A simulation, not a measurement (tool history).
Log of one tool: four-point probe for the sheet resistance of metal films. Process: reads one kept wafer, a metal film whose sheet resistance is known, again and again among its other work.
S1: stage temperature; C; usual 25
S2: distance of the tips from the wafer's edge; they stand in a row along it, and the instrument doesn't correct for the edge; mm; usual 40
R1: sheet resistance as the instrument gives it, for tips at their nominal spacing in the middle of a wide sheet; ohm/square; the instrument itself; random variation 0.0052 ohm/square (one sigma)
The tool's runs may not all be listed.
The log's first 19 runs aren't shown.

run    hour  S1  S2         R1
 20   508.5  25  40  25.857321
 21   538.2  25  62  25.844852
 22   562.2  25  62  25.847921
 23   589.6  19   4  26.246516
 24   624.9  28  37  25.748134
 25   644.8  25  71  25.831765
 26   664.5  31  59  25.649762
 27   700.4  25  13  25.849550
 28   731.0  18  13  26.064872
 29   761.4  18  13  26.064975
 30   779.9  18  13  26.069514
      791.1  -- stage's thermometer calibrated
 31   815.8  20   4  26.214382
 32   855.7  22   7  26.000517
 33   875.7  34   7  25.647031
 34   894.3  22  33  25.933620
 35   924.0  22  33  25.926123
 36   948.7  19   6  26.118616
 37   984.8  21  22  25.959103
 38  1011.3  21  22  25.954860
 39  1035.7  32  57  25.624928
 40  1058.5  25   9  25.856782
 41  1081.9  30   3  26.059653
 42  1106.2  30   3  26.051903
 43  1127.7  25  56  25.818234
 44  1153.7  24  51  25.843760

Forecast each of these 5 alternatives for the next run:
  A  1181.9  24  28   ?
  B  1181.9  29  21   ?
  C  1181.9  33  12   ?
  D  1181.9  21  51   ?
  E  1181.9  32  51   ?

run         R1
  A  25.854629
  B  25.700147
  C  25.598845
  D  25.942889
  E  25.606973
Without the tool's hidden state the same runs would have given:
run         R1
  A  26.077047
  B  25.921146
  C  25.818896
  D  26.166122
  E  25.827124

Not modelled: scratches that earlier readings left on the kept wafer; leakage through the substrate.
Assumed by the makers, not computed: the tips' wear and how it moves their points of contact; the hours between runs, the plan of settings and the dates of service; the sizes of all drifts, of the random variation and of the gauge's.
